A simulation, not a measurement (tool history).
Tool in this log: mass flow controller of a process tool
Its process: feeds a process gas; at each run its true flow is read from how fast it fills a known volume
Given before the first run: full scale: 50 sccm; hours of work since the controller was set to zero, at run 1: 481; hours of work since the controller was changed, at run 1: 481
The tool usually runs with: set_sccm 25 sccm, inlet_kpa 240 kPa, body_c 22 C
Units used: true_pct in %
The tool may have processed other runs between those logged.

run,hour,set_sccm,inlet_kpa,body_c,hours of work since the controller was set to zero,hours of work since the controller was changed,true_pct
1,0.0,25,240,22,481,481,98.72
2,171.6,25,240,39,592,592,97.33
3,521.8,25,240,23,820,820,98.51
4,684.4,25,240,23,925,925,98.66
5,972.2,25,156,22,1112,1112,99.14
6,1266.1,25,156,22,1303,1303,99.22
7,1543.5,25,156,22,1483,1483,99.11
8,1858.8,25,240,34,1687,1687,97.93
9,2084.0,25,184,34,1833,1833,98.19
10,2452.3,25,184,34,2072,2072,98.20
11,2706.5,25,184,34,2237,2237,98.34
12,2877.6,25,184,34,2348,2348,98.22
# hour 2904.7: controller's zero set anew
13,3074.6,46,171,30,110,2476,100.20
14,3417.3,46,141,32,333,2698,100.20
15,3577.6,25,188,34,437,2802,97.89
16,3953.4,25,188,34,680,3046,97.83
# hour 4104.6: controller's zero set anew, once more
17,4256.2,10,211,36,98,3242,98.37

What will run 18 give?
18,4570.0,25,240,30,302,3446,?

{"run 18": {"true_pct": 99.52}}
Minus the tool's unlogged condition, the same run would have read true_pct 97.84 %.
